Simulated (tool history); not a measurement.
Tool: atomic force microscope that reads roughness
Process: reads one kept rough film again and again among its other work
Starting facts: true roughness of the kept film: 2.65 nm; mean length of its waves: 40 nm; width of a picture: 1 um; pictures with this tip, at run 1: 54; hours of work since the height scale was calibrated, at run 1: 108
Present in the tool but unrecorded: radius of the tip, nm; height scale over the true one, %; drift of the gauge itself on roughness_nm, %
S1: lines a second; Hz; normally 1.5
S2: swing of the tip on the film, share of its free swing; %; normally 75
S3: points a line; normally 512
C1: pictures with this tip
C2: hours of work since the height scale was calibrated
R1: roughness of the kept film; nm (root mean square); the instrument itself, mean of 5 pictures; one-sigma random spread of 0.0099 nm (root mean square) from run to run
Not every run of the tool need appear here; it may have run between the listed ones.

| run | hour | S1 | S2 | S3 | C1 | C2 | R1 |
|---|---|---|---|---|---|---|---|
| 1 | 0 | 1.5 | 75 | 512 | 54 | 108 | 2.182 |
| 2 | 41.9 | 1.5 | 75 | 614 | 109 | 127 | 2.102 |
| 3 | 66.2 | 1.5 | 75 | 614 | 141 | 138 | 2.077 |
| 4 | 98.1 | 1.5 | 75 | 595 | 183 | 153 | 2.002 |
| 5 | 132.6 | 1.5 | 75 | 822 | 228 | 168 | 1.972 |
| 6 | 178.7 | 1.5 | 75 | 822 | 289 | 189 | 1.916 |
| 7 | 220.2 | 2.61 | 75 | 822 | 343 | 207 | 1.75 |
|  | 228.3 | new tip fitted |
| 8 | 268.5 | 1.5 | 75 | 257 | 53 | 229 | 2.158 |
| 9 | 318.9 | 1.43 | 75 | 512 | 119 | 252 | 2.117 |
| 10 | 360.5 | 1.43 | 75 | 512 | 174 | 270 | 2.076 |
| 11 | 409.1 | 1.43 | 75 | 512 | 238 | 292 | 1.98 |
| 12 | 441.6 | 1.43 | 75 | 970 | 281 | 307 | 1.946 |
|  | 497.2 | new tip fitted |
| 13 | 498 | 1.5 | 75 | 512 | 1 | 332 | 2.254 |
| 14 | 527.7 | 1.5 | 75 | 356 | 40 | 345 | 2.202 |
| 15 | 577.1 | 0.82 | 75 | 512 | 105 | 368 | 2.197 |
| 16 | 604.7 | 0.82 | 75 | 512 | 142 | 380 | 2.19 |
| 17 | 631.2 | 1.5 | 75 | 512 | 176 | 392 | 2.035 |
| 18 | 655.3 | 1.5 | 56 | 512 | 208 | 403 | 2.146 |
| 19 | 705 | 1.5 | 56 | 512 | 274 | 425 | 2.046 |
| 20 | 741.6 | 1.5 | 56 | 512 | 322 | 442 | 2.01 |
|  | 766.9 | new tip fitted |
| 21 | 766.9 | 1.5 | 56 | 512 | 0 | 453 | 2.405 |
| 22 | 792.6 | 1.5 | 56 | 512 | 34 | 464 | 2.373 |
| 23 | 851.1 | 1.5 | 70 | 512 | 111 | 491 | 2.183 |
| 24 | 898.4 | 1.5 | 70 | 512 | 173 | 512 | 2.088 |
| 25 | 924.6 | 1.5 | 70 | 512 | 208 | 524 | 2.058 |
| 26 | 952.7 | 3.24 | 75 | 512 | 245 | 536 | 1.793 |
| 27 | 976.3 | 3.24 | 75 | 512 | 276 | 547 | 1.754 |
| 28 | 1004.2 | 2.94 | 86 | 427 | 312 | 559 | 1.571 |
|  | 1039.1 | new tip fitted |
| 29 | 1040.5 | 1.5 | 62 | 512 | 1 | 576 | 2.366 |
| 30 | 1082.7 | 1.14 | 74 | 335 | 57 | 595 | 2.223 |
| 31 | 1134 | 1.14 | 74 | 335 | 124 | 618 | 2.142 |
| 32 | 1180.4 | 1.14 | 74 | 335 | 185 | 639 | 2.071 |
| 33 | 1217.1 | 0.77 | 88 | 335 | 234 | 655 | 1.952 |
| 34 | 1274 | 1.71 | 66 | 320 | 309 | 681 | 1.953 |
|  | 1308.4 | new tip fitted |
| 35 | 1312.9 | 1.5 | 85 | 512 | 6 | 698 | 2.108 |
| 36 | 1338.8 | 1.5 | 85 | 512 | 40 | 710 | 2.078 |
| 37 | 1367.9 | 1.5 | 85 | 512 | 78 | 723 | 2.03 |
| 38 | 1423.8 | 1.5 | 85 | 534 | 152 | 748 | 1.95 |
| 39 | 1466.8 | 1.67 | 86 | 481 | 208 | 767 | 1.848 |
| 40 | 1519.5 | 1.67 | 82 | 833 | 278 | 791 | 1.831 |
| 41 | 1572.2 | 1.65 | 60 | 749 | 347 | 815 | 1.941 |
|  | 1580.9 | new tip fitted |
| 42 | 1607.5 | 1.65 | 60 | 749 | 35 | 830 | 2.323 |
| 43 | 1653.5 | 1.48 | 61 | 835 | 95 | 851 | 2.251 |
| 44 | 1683.3 | 0.57 | 61 | 553 | 135 | 864 | 2.255 |
| 45 | 1726.7 | 0.57 | 61 | 553 | 192 | 884 | 2.203 |
| 46 | 1769.2 | 2 | 75 | 777 | 248 | 903 | 1.92 |
| 47 | 1821.1 | 1.5 | 75 | 310 | 316 | 926 | 1.9 |
|  | 1851.5 | new tip fitted |
| 48 | 1856.5 | 3.94 | 75 | 573 | 7 | 942 | 1.959 |
| 49 | 1902.3 | 3.94 | 75 | 573 | 67 | 963 | 1.898 |
| 50 | 1960.4 | 3.94 | 75 | 573 | 143 | 989 | 1.821 |
| 51 | 1987.1 | 3.94 | 75 | 573 | 179 | 1001 | 1.794 |
| 52 | 2041.7 | 1.87 | 75 | 573 | 250 | 1025 | 1.918 |
| 53 | 2072.8 | 1.22 | 83 | 632 | 291 | 1039 | 1.88 |

For each entry between runs, how does the tool's hidden state at the last listed run before it compare with that at the first listed run after it?
After run 7, before run 8: new tip fitted (hour 228.3)
  radius of the tip, nm: 45.9 -> 16; height scale over the true one, %: 0.26 -> 0.27
  what was measured, less what the result would be without the hidden state, R1: -0.381 -> -0.074 nm (root mean square)
After run 12, before run 13: new tip fitted (hour 497.2)
  radius of the tip, nm: 38.2 -> 10.5; height scale over the true one, %: 0.3 -> 0.31
  what was measured, less what the result would be without the hidden state, R1: -0.33 -> +0.001 nm (root mean square)
After run 20, before run 21: new tip fitted (hour 766.9)
  radius of the tip, nm: 42.2 -> 10
  what was measured, less what the result would be without the hidden state, R1: -0.39 -> +0.007 nm (root mean square)
After run 28, before run 29: new tip fitted (hour 1039.1)
  radius of the tip, nm: 42.1 -> 11
  what was measured, less what the result would be without the hidden state, R1: -0.302 -> -0.005 nm (root mean square)
After run 34, before run 35: new tip fitted (hour 1308.4)
  radius of the tip, nm: 42.2 -> 11.8; height scale over the true one, %: 0.44 -> 0.45
  what was measured, less what the result would be without the hidden state, R1: -0.376 -> -0.014 nm (root mean square)
After run 41, before run 42: new tip fitted (hour 1580.9)
  radius of the tip, nm: 46.4 -> 13.9; height scale over the true one, %: 0.49 -> 0.5
  what was measured, less what the result would be without the hidden state, R1: -0.423 -> -0.044 nm (root mean square)
After run 47, before run 48: new tip fitted (hour 1851.5)
  radius of the tip, nm: 42.4 -> 11.8; height scale over the true one, %: 0.53 -> 0.54
  what was measured, less what the result would be without the hidden state, R1: -0.365 -> -0.011 nm (root mean square)

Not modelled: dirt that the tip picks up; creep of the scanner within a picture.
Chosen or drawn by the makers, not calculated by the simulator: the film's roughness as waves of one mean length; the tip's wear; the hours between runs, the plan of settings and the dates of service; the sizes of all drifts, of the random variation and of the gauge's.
